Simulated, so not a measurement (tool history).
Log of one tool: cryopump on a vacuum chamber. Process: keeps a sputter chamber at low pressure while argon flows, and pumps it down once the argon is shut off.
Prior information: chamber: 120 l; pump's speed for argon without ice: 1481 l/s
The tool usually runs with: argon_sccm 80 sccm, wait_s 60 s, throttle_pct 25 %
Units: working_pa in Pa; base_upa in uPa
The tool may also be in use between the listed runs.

{"run": 1, "hour": 0.0, "argon_sccm": 80, "wait_s": 60, "throttle_pct": 25, "working_pa": 0.3974, "base_upa": 1.9}
{"run": 2, "hour": 98.9, "argon_sccm": 80, "wait_s": 79, "throttle_pct": 25, "working_pa": 0.4017, "base_upa": 1.55}
{"run": 3, "hour": 159.8, "argon_sccm": 80, "wait_s": 79, "throttle_pct": 25, "working_pa": 0.4059, "base_upa": 1.62}
{"run": 4, "hour": 220.7, "argon_sccm": 80, "wait_s": 79, "throttle_pct": 25, "working_pa": 0.4069, "base_upa": 1.57}
{"run": 5, "hour": 265.3, "argon_sccm": 80, "wait_s": 79, "throttle_pct": 25, "working_pa": 0.4067, "base_upa": 1.64}
{"run": 6, "hour": 365.7, "argon_sccm": 80, "wait_s": 60, "throttle_pct": 33, "working_pa": 0.2808, "base_upa": 1.86}
{"run": 7, "hour": 457.9, "argon_sccm": 80, "wait_s": 60, "throttle_pct": 33, "working_pa": 0.2829, "base_upa": 1.82}
{"run": 8, "hour": 501.1, "argon_sccm": 80, "wait_s": 60, "throttle_pct": 33, "working_pa": 0.283, "base_upa": 1.86}
{"run": 9, "hour": 551.3, "argon_sccm": 80, "wait_s": 60, "throttle_pct": 25, "working_pa": 0.3756, "base_upa": 1.9}
{"run": 10, "hour": 612.5, "argon_sccm": 80, "wait_s": 60, "throttle_pct": 25, "working_pa": 0.3784, "base_upa": 1.89}
{"run": 11, "hour": 696.1, "argon_sccm": 80, "wait_s": 60, "throttle_pct": 25, "working_pa": 0.3796, "base_upa": 1.89}
{"run": 12, "hour": 779.5, "argon_sccm": 80, "wait_s": 189, "throttle_pct": 25, "working_pa": 0.3764, "base_upa": 1.02}
{"run": 13, "hour": 831.6, "argon_sccm": 80, "wait_s": 60, "throttle_pct": 19, "working_pa": 0.4933, "base_upa": 1.9}
{"run": 14, "hour": 904.4, "argon_sccm": 80, "wait_s": 60, "throttle_pct": 19, "working_pa": 0.4984, "base_upa": 1.93}
{"run": 15, "hour": 983.1, "argon_sccm": 80, "wait_s": 251, "throttle_pct": 25, "working_pa": 0.3842, "base_upa": 0.92}
{"run": 16, "hour": 1082.9, "argon_sccm": 80, "wait_s": 251, "throttle_pct": 25, "working_pa": 0.389, "base_upa": 1.01}
{"run": 17, "hour": 1131.8, "argon_sccm": 80, "wait_s": 60, "throttle_pct": 24, "working_pa": 0.4042, "base_upa": 1.97}
{"run": 18, "hour": 1193.9, "argon_sccm": 109, "wait_s": 73, "throttle_pct": 35, "working_pa": 0.3905, "base_upa": 1.81}
{"run": 19, "hour": 1293.1, "argon_sccm": 80, "wait_s": 100, "throttle_pct": 25, "working_pa": 0.3926, "base_upa": 1.45}
{"run": 20, "hour": 1391.2, "argon_sccm": 80, "wait_s": 100, "throttle_pct": 25, "working_pa": 0.3978, "base_upa": 1.58}
{"run": 21, "hour": 1437.7, "argon_sccm": 91, "wait_s": 173, "throttle_pct": 34, "working_pa": 0.3444, "base_upa": 1.25}
{"run": 22, "hour": 1493.8, "argon_sccm": 123, "wait_s": 117, "throttle_pct": 25, "working_pa": 0.6121, "base_upa": 1.49}
{"run": 23, "hour": 1598.3, "argon_sccm": 80, "wait_s": 28, "throttle_pct": 25, "working_pa": 0.4063, "base_upa": 3.93}
{"run": 24, "hour": 1692.4, "argon_sccm": 80, "wait_s": 28, "throttle_pct": 25, "working_pa": 0.4093, "base_upa": 3.76}
{"run": 25, "hour": 1780.5, "argon_sccm": 80, "wait_s": 28, "throttle_pct": 25, "working_pa": 0.3711, "base_upa": 3.55}
{"run": 26, "hour": 1841.9, "argon_sccm": 80, "wait_s": 30, "throttle_pct": 25, "working_pa": 0.3716, "base_upa": 3.55}
{"run": 27, "hour": 1933.5, "argon_sccm": 80, "wait_s": 176, "throttle_pct": 42, "working_pa": 0.2261, "base_upa": 1.2}
{"run": 28, "hour": 2009.2, "argon_sccm": 40, "wait_s": 73, "throttle_pct": 22, "working_pa": 0.2122, "base_upa": 1.86}
{"run": 29, "hour": 2082.8, "argon_sccm": 56, "wait_s": 99, "throttle_pct": 21, "working_pa": 0.3137, "base_upa": 1.57}
{"run": 30, "hour": 2129.3, "argon_sccm": 93, "wait_s": 152, "throttle_pct": 21, "working_pa": 0.5195, "base_upa": 1.34}
{"run": 31, "hour": 2229.2, "argon_sccm": 93, "wait_s": 24, "throttle_pct": 59, "working_pa": 0.1974, "base_upa": 3.71}
{"run": 32, "hour": 2318.5, "argon_sccm": 93, "wait_s": 24, "throttle_pct": 59, "working_pa": 0.2017, "base_upa": 3.82}
{"run": 33, "hour": 2417.3, "argon_sccm": 114, "wait_s": 28, "throttle_pct": 23, "working_pa": 0.591, "base_upa": 3.25}
{"run": 34, "hour": 2514.0, "argon_sccm": 114, "wait_s": 28, "throttle_pct": 23, "working_pa": 0.6017, "base_upa": 3.35}

Not shown: 3 entries that the log had between the listed runs. Between which runs, and how does the tool's hidden state differ before and after?
After run 5, before run 6: pump warmed up, emptied and cooled again (hour 287.7)
  pump's speed, % of a pump's without ice: 69.5 -> 97.6; cold plate's temperature, K: 13.2 -> 13.23; leak into the chamber, uPa l/s: 586 -> 606
  measured less the result without the state, working_pa: +0.0431 -> +0.0045 Pa; base_upa: +0.39 -> +0.23 uPa
After run 24, before run 25: pump warmed up, emptied and cooled again (hour 1713.5)
  pump's speed, % of a pump's without ice: 70.7 -> 98.5; cold plate's temperature, K: 13.7 -> 13.73; leak into the chamber, uPa l/s: 888 -> 906
  measured less the result without the state, working_pa: +0.0427 -> +0.0047 Pa; base_upa: +0.66 -> +0.44 uPa
After run 30, before run 31: leaking fittings of the chamber tightened, without venting (hour 2226.9)
  pump's speed, % of a pump's without ice: 91.5 -> 89.4; cold plate's temperature, K: 13.86 -> 13.9; leak into the chamber, uPa l/s: 983 -> 326
  measured less the result without the state, working_pa: +0.0143 -> +0.0172 Pa; base_upa: +0.56 -> +0.06 uPa
